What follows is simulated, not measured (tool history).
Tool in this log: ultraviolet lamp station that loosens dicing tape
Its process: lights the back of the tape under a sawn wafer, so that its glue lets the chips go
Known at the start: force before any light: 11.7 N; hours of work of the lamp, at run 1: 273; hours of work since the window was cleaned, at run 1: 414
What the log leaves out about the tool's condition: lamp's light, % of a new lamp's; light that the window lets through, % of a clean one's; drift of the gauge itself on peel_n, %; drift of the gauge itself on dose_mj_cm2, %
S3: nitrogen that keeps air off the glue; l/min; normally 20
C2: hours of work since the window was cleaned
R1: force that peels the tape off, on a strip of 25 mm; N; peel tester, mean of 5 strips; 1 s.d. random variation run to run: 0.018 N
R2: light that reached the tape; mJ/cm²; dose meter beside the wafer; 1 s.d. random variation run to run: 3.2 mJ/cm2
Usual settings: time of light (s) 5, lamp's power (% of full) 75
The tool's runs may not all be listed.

{"run": 1, "hour": 0.0, "time of light (s)": 5, "lamp's power (% of full)": 75, "S3": 20, "hours of work of the lamp": 273, "C2": 414, "R1": 1.253, "R2": 426}
{"run": 2, "hour": 44.8, "time of light (s)": 5, "lamp's power (% of full)": 75, "S3": 36, "hours of work of the lamp": 297, "C2": 437, "R1": 1.043, "R2": 421}
{"hour": 81.4, "done": "window cleaned of glue's vapour"}
{"run": 3, "hour": 91.8, "time of light (s)": 5, "lamp's power (% of full)": 83, "S3": 20, "hours of work of the lamp": 321, "C2": 6, "R1": 0.958, "R2": 483}
{"run": 4, "hour": 131.8, "time of light (s)": 2, "lamp's power (% of full)": 75, "S3": 20, "hours of work of the lamp": 343, "C2": 27, "R1": 4.485, "R2": 169}
{"run": 5, "hour": 153.4, "time of light (s)": 2, "lamp's power (% of full)": 75, "S3": 20, "hours of work of the lamp": 354, "C2": 38, "R1": 4.499, "R2": 168}
{"run": 6, "hour": 198.2, "time of light (s)": 5, "lamp's power (% of full)": 75, "S3": 20, "hours of work of the lamp": 378, "C2": 62, "R1": 1.29, "R2": 422}
{"run": 7, "hour": 226.1, "time of light (s)": 5, "lamp's power (% of full)": 75, "S3": 7, "hours of work of the lamp": 392, "C2": 77, "R1": 1.994, "R2": 418}
{"run": 8, "hour": 247.7, "time of light (s)": 5, "lamp's power (% of full)": 75, "S3": 7, "hours of work of the lamp": 404, "C2": 88, "R1": 1.981, "R2": 417}
{"run": 9, "hour": 295.0, "time of light (s)": 5, "lamp's power (% of full)": 73, "S3": 7, "hours of work of the lamp": 429, "C2": 113, "R1": 2.158, "R2": 397}
{"run": 10, "hour": 342.2, "time of light (s)": 5, "lamp's power (% of full)": 75, "S3": 20, "hours of work of the lamp": 454, "C2": 138, "R1": 1.347, "R2": 402}
{"run": 11, "hour": 364.3, "time of light (s)": 5, "lamp's power (% of full)": 75, "S3": 20, "hours of work of the lamp": 466, "C2": 150, "R1": 1.401, "R2": 397}
{"run": 12, "hour": 400.5, "time of light (s)": 5, "lamp's power (% of full)": 75, "S3": 20, "hours of work of the lamp": 485, "C2": 169, "R1": 1.457, "R2": 393}
{"run": 13, "hour": 436.1, "time of light (s)": 5, "lamp's power (% of full)": 75, "S3": 20, "hours of work of the lamp": 504, "C2": 188, "R1": 1.444, "R2": 389}
{"run": 14, "hour": 457.1, "time of light (s)": 5, "lamp's power (% of full)": 75, "S3": 20, "hours of work of the lamp": 515, "C2": 199, "R1": 1.453, "R2": 387}
{"run": 15, "hour": 499.8, "time of light (s)": 5, "lamp's power (% of full)": 75, "S3": 20, "hours of work of the lamp": 537, "C2": 221, "R1": 1.519, "R2": 384}
{"run": 16, "hour": 538.0, "time of light (s)": 5, "lamp's power (% of full)": 75, "S3": 20, "hours of work of the lamp": 557, "C2": 242, "R1": 1.587, "R2": 377}
{"run": 17, "hour": 563.7, "time of light (s)": 5, "lamp's power (% of full)": 71, "S3": 20, "hours of work of the lamp": 571, "C2": 255, "R1": 1.731, "R2": 356}
{"run": 18, "hour": 603.9, "time of light (s)": 9, "lamp's power (% of full)": 66, "S3": 6, "hours of work of the lamp": 592, "C2": 276, "R1": 1.145, "R2": 591}
{"run": 19, "hour": 641.6, "time of light (s)": 4, "lamp's power (% of full)": 75, "S3": 20, "hours of work of the lamp": 612, "C2": 296, "R1": 2.306, "R2": 291}
{"run": 20, "hour": 686.2, "time of light (s)": 6, "lamp's power (% of full)": 63, "S3": 20, "hours of work of the lamp": 636, "C2": 320, "R1": 1.633, "R2": 363}
{"run": 21, "hour": 725.0, "time of light (s)": 9, "lamp's power (% of full)": 75, "S3": 20, "hours of work of the lamp": 656, "C2": 340, "R1": 0.522, "R2": 640}
{"run": 22, "hour": 766.3, "time of light (s)": 10, "lamp's power (% of full)": 68, "S3": 20, "hours of work of the lamp": 678, "C2": 362, "R1": 0.526, "R2": 637}
{"run": 23, "hour": 788.1, "time of light (s)": 5, "lamp's power (% of full)": 70, "S3": 20, "hours of work of the lamp": 690, "C2": 374, "R1": 1.983, "R2": 325}
{"run": 24, "hour": 817.2, "time of light (s)": 5, "lamp's power (% of full)": 70, "S3": 20, "hours of work of the lamp": 705, "C2": 389, "R1": 1.986, "R2": 324}
{"run": 25, "hour": 860.4, "time of light (s)": 5, "lamp's power (% of full)": 66, "S3": 11, "hours of work of the lamp": 728, "C2": 412, "R1": 2.837, "R2": 300}
{"run": 26, "hour": 893.6, "time of light (s)": 7, "lamp's power (% of full)": 75, "S3": 30, "hours of work of the lamp": 746, "C2": 430, "R1": 0.841, "R2": 471}
{"run": 27, "hour": 915.2, "time of light (s)": 6, "lamp's power (% of full)": 83, "S3": 7, "hours of work of the lamp": 757, "C2": 441, "R1": 1.797, "R2": 443}
{"hour": 944.7, "done": "window cleaned of glue's vapour"}
{"run": 28, "hour": 959.1, "time of light (s)": 3, "lamp's power (% of full)": 80, "S3": 9, "hours of work of the lamp": 780, "C2": 8, "R1": 4.191, "R2": 217}
{"run": 29, "hour": 996.0, "time of light (s)": 5, "lamp's power (% of full)": 74, "S3": 8, "hours of work of the lamp": 799, "C2": 27, "R1": 2.654, "R2": 336}
{"run": 30, "hour": 1039.7, "time of light (s)": 4, "lamp's power (% of full)": 63, "S3": 11, "hours of work of the lamp": 823, "C2": 50, "R1": 3.894, "R2": 225}
{"run": 31, "hour": 1087.4, "time of light (s)": 4, "lamp's power (% of full)": 76, "S3": 20, "hours of work of the lamp": 848, "C2": 75, "R1": 2.705, "R2": 266}
{"run": 32, "hour": 1123.9, "time of light (s)": 9, "lamp's power (% of full)": 90, "S3": 8, "hours of work of the lamp": 867, "C2": 95, "R1": 0.7, "R2": 699}
{"run": 33, "hour": 1154.6, "time of light (s)": 9, "lamp's power (% of full)": 90, "S3": 8, "hours of work of the lamp": 883, "C2": 111, "R1": 0.701, "R2": 686}
{"run": 34, "hour": 1190.5, "time of light (s)": 5, "lamp's power (% of full)": 81, "S3": 30, "hours of work of the lamp": 902, "C2": 130, "R1": 1.68, "R2": 344}

Selected run-to-run steps in R1, each split into two signed amounts: the part the tool would show with no hidden state at all (from settings, incoming material and random variation), and the remainder, which goes to the hidden state together with any gauge scatter not common to the measured and the hidden-state-free results:
Run 3 -> 4: time of light (s) 5 -> 2, lamp's power (% of full) 83 -> 75. R1 +3.527 N: hidden state +0.397, all else +3.130.
Run 5 -> 6: time of light (s) 2 -> 5. R1 -3.209 N: hidden state -0.289, all else -2.920.
Run 22 -> 23: time of light (s) 10 -> 5, lamp's power (% of full) 68 -> 70. R1 +1.457 N: hidden state +0.735, all else +0.722.
Run 25 -> 26: time of light (s) 5 -> 7, lamp's power (% of full) 66 -> 75, S3 11 -> 30. R1 -1.996 N: hidden state -0.858, all else -1.138.
Run 27 -> 28: time of light (s) 6 -> 3, lamp's power (% of full) 83 -> 80, S3 7 -> 9, window cleaned of glue's vapour. R1 +2.394 N: hidden state +0.530, all else +1.864.
Run 31 -> 32: time of light (s) 4 -> 9, lamp's power (% of full) 76 -> 90, S3 20 -> 8. R1 -2.005 N: hidden state -0.991, all else -1.014.

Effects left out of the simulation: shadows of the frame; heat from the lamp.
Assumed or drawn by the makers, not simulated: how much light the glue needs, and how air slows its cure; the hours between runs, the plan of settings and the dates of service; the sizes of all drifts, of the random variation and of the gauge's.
